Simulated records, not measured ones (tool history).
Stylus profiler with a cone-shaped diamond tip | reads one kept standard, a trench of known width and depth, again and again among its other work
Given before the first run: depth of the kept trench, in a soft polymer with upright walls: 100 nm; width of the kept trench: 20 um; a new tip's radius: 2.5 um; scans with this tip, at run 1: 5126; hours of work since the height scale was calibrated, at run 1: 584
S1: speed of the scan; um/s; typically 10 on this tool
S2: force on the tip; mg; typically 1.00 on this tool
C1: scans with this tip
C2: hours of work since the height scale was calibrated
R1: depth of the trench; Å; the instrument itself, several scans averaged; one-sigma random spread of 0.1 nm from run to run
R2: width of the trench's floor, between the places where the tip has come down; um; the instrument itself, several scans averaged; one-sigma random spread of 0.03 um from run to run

run	hour	S1	S2	C1	C2	R1	R2
1	0.0	10	1.00	5126	584	1006.5	18.38
2	21.3	10	1.00	5214	594	1006.0	18.31
3	55.7	10	1.00	5356	610	1006.2	18.35
4	83.9	10	1.00	5472	624	1007.7	18.34
5	118.6	4	1.00	5615	640	1004.4	18.36
6	141.5	10	1.00	5710	651	1004.2	18.31
7	163.0	10	1.00	5799	661	1006.4	18.27
8	195.4	6	1.00	5933	676	1006.4	18.33
9	220.7	10	1.00	6037	688	1006.0	18.27
10	237.1	10	1.00	6105	696	1007.6	18.31
11	255.3	10	1.56	6180	704	1008.1	18.33
12	272.7	10	1.56	6252	712	1008.8	18.25
13	303.2	10	1.56	6378	727	1008.2	18.26
14	332.7	10	1.56	6499	741	1008.6	18.28
15	354.1	10	1.56	6588	751	1009.6	18.26
16	381.6	10	1.56	6701	764	1008.3	18.27
17	415.8	10	1.56	6843	780	1007.9	18.26
18	443.6	3	1.00	6957	793	1006.6	18.28
19	475.3	10	2.17	7088	808	1009.4	18.28
20	506.4	10	2.17	7217	822	1010.2	18.21
21	541.2	28	1.00	7360	839	1007.9	18.16
22	574.1	37	1.00	7496	854	1008.3	18.13
23	614.2	22	0.68	7662	873	1008.9	18.17
24	640.5	8	0.68	7770	886	1005.7	18.18
25	673.1	6	0.69	7905	901	1007.1	18.27
26	710.7	38	0.33	8060	919	1003.8	17.99
27	731.7	10	1.06	8147	928	1008.0	18.22
28	769.6	10	1.06	8303	946	1008.5	18.22
29	787.7	5	0.69	8378	955	1005.6	18.19
30	823.1	19	0.52	8524	971	1006.2	18.13
31	860.6	19	0.52	8679	989	1006.7	18.13
32	899.0	19	2.35	8838	1007	1012.5	18.13
33	926.7	7	1.40	8952	1020	1008.6	18.18
34	959.0	7	1.40	9086	1035	1009.4	18.19
35	986.2	21	0.93	9198	1048	1006.2	18.20
36	1015.3	10	0.95	9318	1062	1004.3	18.15
37	1049.9	28	1.50	9461	1078	1008.1	18.12
38	1082.3	28	0.67	9595	1093	1006.7	18.06
39	1120.8	14	0.61	9754	1112	1007.2	18.15

What would each run have given without the hidden state, its run-to-run variation left as it was?
The tool's hidden condition here consists of: radius of the tip, um; height scale over the true one, %; drift of the gauge itself on depth_nm, %; drift of the gauge itself on floor_um, %.
run	R1	R2
1	1004.5	18.60
2	1003.9	18.54
3	1004.1	18.58
4	1005.5	18.58
5	1002.2	18.60
6	1002.0	18.55
7	1004.1	18.51
8	1004.1	18.58
9	1003.6	18.52
10	1005.2	18.56
11	1005.7	18.59
12	1006.3	18.51
13	1005.6	18.53
14	1006.0	18.55
15	1006.9	18.53
16	1005.6	18.55
17	1005.1	18.54
18	1003.8	18.57
19	1006.5	18.57
20	1007.3	18.50
21	1004.9	18.47
22	1005.2	18.43
23	1005.8	18.48
24	1002.4	18.50
25	1003.8	18.59
26	1000.5	18.32
27	1004.6	18.55
28	1005.0	18.56
29	1002.1	18.53
30	1002.6	18.47
31	1003.1	18.48
32	1008.8	18.48
33	1004.9	18.53
34	1005.6	18.55
35	1002.4	18.56
36	1000.4	18.51
37	1004.1	18.49
38	1002.7	18.44
39	1003.1	18.54

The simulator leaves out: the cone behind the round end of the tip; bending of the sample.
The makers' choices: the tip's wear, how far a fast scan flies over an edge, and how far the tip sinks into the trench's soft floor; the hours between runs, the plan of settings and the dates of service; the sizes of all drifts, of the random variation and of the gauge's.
